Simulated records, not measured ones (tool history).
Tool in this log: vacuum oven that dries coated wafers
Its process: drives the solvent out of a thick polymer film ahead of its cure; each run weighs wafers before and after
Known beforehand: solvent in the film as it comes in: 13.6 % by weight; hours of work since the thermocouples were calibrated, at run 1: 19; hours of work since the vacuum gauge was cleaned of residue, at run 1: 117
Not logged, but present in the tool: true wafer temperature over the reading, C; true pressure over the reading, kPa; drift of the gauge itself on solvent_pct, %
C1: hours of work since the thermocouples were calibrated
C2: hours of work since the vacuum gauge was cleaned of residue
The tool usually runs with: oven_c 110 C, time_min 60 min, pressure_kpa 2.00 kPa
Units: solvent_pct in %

run 1 hour=0.0 | oven_c=110 time_min=60 pressure_kpa=2.00 | C1=19 C2=117 | solvent_pct=2.35
run 2 hour=8.1 | oven_c=110 time_min=35 pressure_kpa=2.00 | C1=22 C2=120 | solvent_pct=4.25
run 3 hour=19.9 | oven_c=110 time_min=60 pressure_kpa=2.30 | C1=27 C2=125 | solvent_pct=2.58
run 4 hour=25.8 | oven_c=110 time_min=60 pressure_kpa=1.17 | C1=29 C2=127 | solvent_pct=1.98
run 5 hour=35.1 | oven_c=110 time_min=93 pressure_kpa=2.00 | C1=33 C2=131 | solvent_pct=1.45
run 6 hour=46.4 | oven_c=110 time_min=60 pressure_kpa=2.00 | C1=38 C2=136 | solvent_pct=2.42
run 7 hour=54.2 | oven_c=117 time_min=99 pressure_kpa=4.09 | C1=41 C2=139 | solvent_pct=1.89
run 8 hour=61.4 | oven_c=115 time_min=60 pressure_kpa=3.84 | C1=44 C2=142 | solvent_pct=2.47
run 9 hour=75.3 | oven_c=115 time_min=60 pressure_kpa=3.84 | C1=49 C2=147 | solvent_pct=2.40
run 10 hour=87.2 | oven_c=115 time_min=60 pressure_kpa=3.84 | C1=54 C2=152 | solvent_pct=2.37
run 11 hour=95.6 | oven_c=115 time_min=60 pressure_kpa=3.84 | C1=58 C2=156 | solvent_pct=2.44

Predict each of these 3 candidate next runs independently; none follows another, all start after run 11:
run A hour=103.9 | oven_c=100 time_min=95 pressure_kpa=1.95 | C1=61 C2=159 | solvent_pct=?
run B hour=103.9 | oven_c=120 time_min=33 pressure_kpa=5.20 | C1=61 C2=159 | solvent_pct=?
run C hour=103.9 | oven_c=124 time_min=50 pressure_kpa=2.00 | C1=61 C2=159 | solvent_pct=?

run=A solvent_pct=3.07
run=B solvent_pct=3.43
run=C solvent_pct=0.95
What these runs would have given with no unlogged condition in the tool:
run=A solvent_pct=3.11
run=B solvent_pct=3.47
run=C solvent_pct=0.95
